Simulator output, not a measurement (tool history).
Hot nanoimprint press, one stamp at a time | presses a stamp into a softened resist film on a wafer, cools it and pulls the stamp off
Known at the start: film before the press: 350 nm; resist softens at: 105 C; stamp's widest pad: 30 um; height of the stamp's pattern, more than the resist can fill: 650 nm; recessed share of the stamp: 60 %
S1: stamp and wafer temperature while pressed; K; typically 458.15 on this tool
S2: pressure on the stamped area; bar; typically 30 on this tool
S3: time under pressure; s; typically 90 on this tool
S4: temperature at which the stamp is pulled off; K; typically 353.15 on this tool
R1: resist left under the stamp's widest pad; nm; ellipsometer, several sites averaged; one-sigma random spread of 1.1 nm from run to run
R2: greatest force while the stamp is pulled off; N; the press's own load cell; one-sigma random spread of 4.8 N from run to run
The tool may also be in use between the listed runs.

Run 1, day 0: usual settings. Result: R1 183.2 nm, R2 302 N.
Run 2, day 1.638: usual settings. Result: R1 183.3 nm, R2 303 N.
At day 3.067: stamp cleaned and given a new release coat.
Run 3, day 3.067: usual settings. Result: R1 180.6 nm, R2 229 N.
Run 4, day 3.812: usual settings. Result: R1 182.4 nm, R2 224 N.
Run 5, day 5.062: usual settings. Result: R1 180.9 nm, R2 235 N.
Run 6, day 5.933: usual settings. Result: R1 180.8 nm, R2 239 N.
Run 7, day 7.388: usual settings. Result: R1 179.2 nm, R2 244 N.
Run 8, day 8.562: usual settings but S4 354.15 K. Result: R1 179.9 nm, R2 243 N.
At day 8.783: plate thermocouple calibrated.
Run 9, day 9.758: usual settings but S4 342.15 K. Result: R1 173.8 nm, R2 290 N.
Run 10, day 11.383: usual settings but S4 342.15 K. Result: R1 173.6 nm, R2 296 N.
Run 11, day 12.412: usual settings but S3 93 s, S4 342.15 K. Result: R1 171.5 nm, R2 297 N.
Run 12, day 13.692: usual settings but S3 93 s, S4 342.15 K. Result: R1 170.8 nm, R2 307 N.
Run 13, day 14.492: usual settings but S3 93 s, S4 342.15 K. Result: R1 171.1 nm, R2 311 N.
Run 14, day 16.083: usual settings but S3 93 s, S4 342.15 K. Result: R1 170.6 nm, R2 310 N.
Run 15, day 16.821: usual settings but S2 40.2 bar, S3 58 s, S4 350.15 K. Result: R1 180.9 nm, R2 284 N.

Table of differences, measured result less the result of that run with no hidden state. Run-to-run variation is the same in both. Gauge scatter possibly is not:
Unlogged tool condition in this case: true temperature over the reading, C; pressure that arrives at the usual setting, %; grip of the stamp's worn release coat, % over a new coat's; drift of the gauge itself on residual_nm, %; drift of the gauge itself on pull_off_n, %.
run     R1   R2
  1   -7.1  +62
  2   -7.6  +65
  3   -7.9   -6
  4   -8.2   -4
  5   -8.4   +0
  6   -8.7   +2
  7   -9.1   +7
  8   -9.5  +10
  9  -15.2  +13
 10  -15.6  +19
 11  -15.8  +23
 12  -16.3  +28
 13  -16.4  +30
 14  -16.8  +36
 15  -16.5  +33
